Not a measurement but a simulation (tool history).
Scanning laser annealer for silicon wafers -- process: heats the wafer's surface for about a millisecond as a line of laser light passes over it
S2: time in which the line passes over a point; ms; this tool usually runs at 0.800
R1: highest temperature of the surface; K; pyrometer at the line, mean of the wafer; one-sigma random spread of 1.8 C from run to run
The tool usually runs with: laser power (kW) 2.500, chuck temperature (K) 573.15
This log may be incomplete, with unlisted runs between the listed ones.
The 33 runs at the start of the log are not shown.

Run 34, hour 1768.3: usual settings but laser power (kW) 2.476, S2 0.609 ms, chuck temperature (K) 580.15. Result: R1 1184.15 K.
At hour 1775.0: window over the wafer cleaned.
Run 35, hour 1829.5: usual settings but laser power (kW) 2.135, S2 0.769 ms, chuck temperature (K) 612.15. Result: R1 1235.15 K.
Run 36, hour 1906.5: usual settings but laser power (kW) 2.207, chuck temperature (K) 564.15. Result: R1 1220.15 K.
Run 37, hour 1979.0: usual settings but laser power (kW) 2.315, S2 0.561 ms, chuck temperature (K) 543.15. Result: R1 1100.15 K.
Run 38, hour 2057.2: usual settings but laser power (kW) 2.315, S2 0.561 ms, chuck temperature (K) 543.15. Result: R1 1097.15 K.
Run 39, hour 2092.2: usual settings but laser power (kW) 2.315, S2 0.821 ms, chuck temperature (K) 600.15. Result: R1 1279.15 K.
Run 40, hour 2147.5: usual settings but laser power (kW) 2.315, S2 0.581 ms, chuck temperature (K) 540.15. Result: R1 1100.15 K.
Run 41, hour 2196.3: usual settings but laser power (kW) 2.197, S2 0.598 ms, chuck temperature (K) 540.15. Result: R1 1080.15 K.

Each row is a separate what-if for the run after 41, all from the same tool condition, not one after another. Results?
Run A, hour 2236.3: usual settings but laser power (kW) 2.197, S2 0.598 ms, chuck temperature (K) 540.15. Result: R1 ?.
Run B, hour 2236.3: usual settings but laser power (kW) 2.535, S2 0.598 ms, chuck temperature (K) 540.15. Result: R1 ?.
Run C, hour 2236.3: usual settings but laser power (kW) 2.197, S2 0.793 ms, chuck temperature (K) 540.15. Result: R1 ?.

run       R1
  A  1073.15
  B  1154.15
  C  1163.15
Had the tool no hidden state, the same runs would have come out as:
run       R1
  A  1108.15
  B  1194.15
  C  1204.15
